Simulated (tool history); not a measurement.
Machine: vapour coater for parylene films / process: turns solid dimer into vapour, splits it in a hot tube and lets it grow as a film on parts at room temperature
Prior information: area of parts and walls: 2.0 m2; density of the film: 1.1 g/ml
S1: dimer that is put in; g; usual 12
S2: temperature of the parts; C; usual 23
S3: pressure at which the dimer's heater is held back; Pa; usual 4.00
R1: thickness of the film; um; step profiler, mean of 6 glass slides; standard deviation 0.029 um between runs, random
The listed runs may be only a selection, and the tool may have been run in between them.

{"run": 1, "hour": 0.0, "S1": 12, "S2": 23, "S3": 4.0, "R1": 2.89}
{"run": 2, "hour": 14.8, "S1": 12, "S2": 23, "S3": 4.0, "R1": 2.87}
{"run": 3, "hour": 31.5, "S1": 12, "S2": 23, "S3": 4.0, "R1": 2.9}
{"run": 4, "hour": 47.1, "S1": 12, "S2": 23, "S3": 4.0, "R1": 2.87}
{"run": 5, "hour": 65.2, "S1": 12, "S2": 23, "S3": 4.0, "R1": 2.89}
{"run": 6, "hour": 89.6, "S1": 12, "S2": 23, "S3": 4.0, "R1": 2.87}
{"run": 7, "hour": 108.1, "S1": 12, "S2": 23, "S3": 4.0, "R1": 2.86}
{"run": 8, "hour": 129.0, "S1": 12, "S2": 23, "S3": 4.0, "R1": 2.79}
{"run": 9, "hour": 142.4, "S1": 5, "S2": 33, "S3": 4.0, "R1": 0.78}
{"hour": 160.7, "done": "trap's valve overhauled"}
{"run": 10, "hour": 162.2, "S1": 12, "S2": 23, "S3": 5.41, "R1": 2.96}
{"run": 11, "hour": 182.7, "S1": 12, "S2": 23, "S3": 5.41, "R1": 2.9}
{"run": 12, "hour": 202.5, "S1": 12, "S2": 19, "S3": 6.53, "R1": 3.28}
{"run": 13, "hour": 213.4, "S1": 12, "S2": 16, "S3": 5.71, "R1": 3.81}

Predict each of these 5 candidate next runs independently; none follows another, all start after run 13:
{"run": "A", "hour": 234.9, "S1": 9, "S2": 22, "S3": 4.0, "R1": "?"}
{"run": "B", "hour": 234.9, "S1": 16, "S2": 29, "S3": 4.0, "R1": "?"}
{"run": "C", "hour": 234.9, "S1": 6, "S2": 15, "S3": 5.71, "R1": "?"}
{"run": "D", "hour": 234.9, "S1": 11, "S2": 28, "S3": 4.0, "R1": "?"}
{"run": "E", "hour": 234.9, "S1": 7, "S2": 29, "S3": 2.08, "R1": "?"}

run=A R1=2.46
run=B R1=3.21
run=C R1=1.97
run=D R1=2.30
run=E R1=1.70
With the hidden condition removed and each run's random variation left untouched, the same runs would have given:
run=A R1=2.47
run=B R1=3.23
run=C R1=1.98
run=D R1=2.31
run=E R1=1.71

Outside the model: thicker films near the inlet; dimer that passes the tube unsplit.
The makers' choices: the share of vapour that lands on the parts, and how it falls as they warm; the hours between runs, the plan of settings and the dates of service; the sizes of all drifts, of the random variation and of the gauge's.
